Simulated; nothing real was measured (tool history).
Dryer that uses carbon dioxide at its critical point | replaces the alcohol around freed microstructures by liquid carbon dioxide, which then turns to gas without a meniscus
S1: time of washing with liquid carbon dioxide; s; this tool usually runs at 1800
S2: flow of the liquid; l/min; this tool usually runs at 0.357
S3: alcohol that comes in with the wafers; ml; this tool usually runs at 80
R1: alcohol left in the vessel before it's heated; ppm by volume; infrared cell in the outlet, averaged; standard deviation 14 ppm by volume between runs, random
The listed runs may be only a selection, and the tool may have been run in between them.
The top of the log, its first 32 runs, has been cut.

Run 33, hour 958: usual settings but S1 2280 s, S2 0.278 l/min, S3 68 ml. Result: R1 1080 ppm by volume.
Run 34, hour 996.3: usual settings but S1 2280 s, S2 0.278 l/min, S3 68 ml. Result: R1 1096 ppm by volume.
Run 35, hour 1034.7: usual settings but S1 2280 s, S2 0.278 l/min, S3 68 ml. Result: R1 1134 ppm by volume.
Run 36, hour 1068.6: usual settings but S1 2280 s, S2 0.233 l/min, S3 73 ml. Result: R1 2053 ppm by volume.
Run 37, hour 1105.4: usual settings but S1 1080 s, S2 0.562 l/min, S3 45 ml. Result: R1 876 ppm by volume.
Run 38, hour 1147.3: usual settings but S1 1200 s, S2 0.592 l/min, S3 45 ml. Result: R1 543 ppm by volume.
Run 39, hour 1187.3: usual settings but S1 2220 s, S2 0.595 l/min, S3 74 ml. Result: R1 149 ppm by volume.
Run 40, hour 1220.3: usual settings but S1 2220 s, S2 0.595 l/min, S3 74 ml. Result: R1 149 ppm by volume.
Run 41, hour 1246.9: usual settings but S1 1500 s, S2 0.484 l/min. Result: R1 857 ppm by volume.
Run 42, hour 1286.9: usual settings but S1 1200 s, S2 0.484 l/min, S3 104 ml. Result: R1 2256 ppm by volume.
Run 43, hour 1327.8: usual settings but S1 1140 s, S2 0.395 l/min, S3 39 ml. Result: R1 1868 ppm by volume.

Predict each of these 3 candidate next runs independently; none follows another, all start after run 43:
Run A, hour 1362.9: usual settings but S1 1140 s, S2 0.427 l/min, S3 39 ml. Result: R1 ?.
Run B, hour 1362.9: usual settings but S1 2280 s. Result: R1 ?.
Run C, hour 1362.9: usual settings but S1 1140 s, S2 0.395 l/min, S3 39 ml. Result: R1 ?.

run    R1
  A  1569
  B   671
  C  1922
Without the tool's hidden state the same runs would have given:
run    R1
  A  1041
  B   319
  C  1330

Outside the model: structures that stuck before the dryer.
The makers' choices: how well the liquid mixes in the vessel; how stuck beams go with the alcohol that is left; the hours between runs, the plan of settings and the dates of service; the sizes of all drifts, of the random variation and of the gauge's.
